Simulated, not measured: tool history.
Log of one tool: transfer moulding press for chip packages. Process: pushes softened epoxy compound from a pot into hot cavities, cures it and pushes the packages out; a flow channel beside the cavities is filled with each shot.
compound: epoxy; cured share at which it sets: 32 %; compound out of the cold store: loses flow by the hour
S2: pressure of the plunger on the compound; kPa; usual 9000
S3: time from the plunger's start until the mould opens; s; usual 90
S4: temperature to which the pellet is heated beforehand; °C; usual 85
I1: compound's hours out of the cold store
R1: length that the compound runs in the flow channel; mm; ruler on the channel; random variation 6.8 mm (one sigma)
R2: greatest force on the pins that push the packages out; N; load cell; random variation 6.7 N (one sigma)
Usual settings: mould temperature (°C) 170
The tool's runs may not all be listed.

run 1 hour=0.0 | mould_temperature_(°C)=170 S2=9000 S3=90 S4=85 | I1=41.4 | R1=702 R2=259
run 2 hour=23.3 | mould_temperature_(°C)=170 S2=9000 S3=90 S4=85 | I1=46.3 | R1=677 R2=274
run 3 hour=67.2 | mould_temperature_(°C)=170 S2=9000 S3=90 S4=85 | I1=17.6 | R1=754 R2=270
run 4 hour=91.4 | mould_temperature_(°C)=170 S2=7390 S3=90 S4=85 | I1=37.8 | R1=641 R2=275
run 5 hour=132.4 | mould_temperature_(°C)=170 S2=9000 S3=90 S4=85 | I1=42.4 | R1=681 R2=277
run 6 hour=172.9 | mould_temperature_(°C)=170 S2=7070 S3=90 S4=85 | I1=14.0 | R1=672 R2=282
run 7 hour=199.9 | mould_temperature_(°C)=175 S2=7070 S3=127 S4=85 | I1=43.0 | R1=593 R2=247
run 8 hour=248.7 | mould_temperature_(°C)=167 S2=9000 S3=89 S4=85 | I1=9.5 | R1=787 R2=301
run 9 hour=284.2 | mould_temperature_(°C)=170 S2=10970 S3=90 S4=93 | I1=41.6 | R1=760 R2=272
run 10 hour=321.3 | mould_temperature_(°C)=165 S2=10900 S3=73 S4=83 | I1=25.6 | R1=827 R2=491
run 11 hour=342.3 | mould_temperature_(°C)=176 S2=8710 S3=90 S4=77 | I1=35.6 | R1=672 R2=258
run 12 hour=396.1 | mould_temperature_(°C)=176 S2=8710 S3=90 S4=77 | I1=15.6 | R1=737 R2=251

Not shown: 6 entries that the log had between the listed runs. Between which runs, and how does the tool's hidden state differ before and after?
Between runs 2 and 3: plunger's sealing rings changed (hour 47.9); cavities cleaned with cleaning compound and waxed (hour 58.6)
  pressure that reaches the compound, % of what is set: 99.76 -> 99.99; grip of the stained cavities, % over clean ones': 1.3 -> 0.4
Between runs 5 and 6: cavities cleaned with cleaning compound and waxed (hour 140.8)
  pressure that reaches the compound, % of what is set: 99.95 -> 99.93; grip of the stained cavities, % over clean ones': 1.6 -> 1
Between runs 7 and 8: cavities cleaned with cleaning compound and waxed (hour 221.5)
  pressure that reaches the compound, % of what is set: 99.92 -> 99.89; grip of the stained cavities, % over clean ones': 1.4 -> 0.9
Between runs 9 and 10: cavities cleaned with cleaning compound and waxed (hour 303.6)
  pressure that reaches the compound, % of what is set: 99.88 -> 99.86; grip of the stained cavities, % over clean ones': 1.5 -> 0.7
Between runs 11 and 12: cavities cleaned with cleaning compound and waxed (hour 385.0)
  pressure that reaches the compound, % of what is set: 99.85 -> 99.82; grip of the stained cavities, % over clean ones': 1.2 -> 0.4
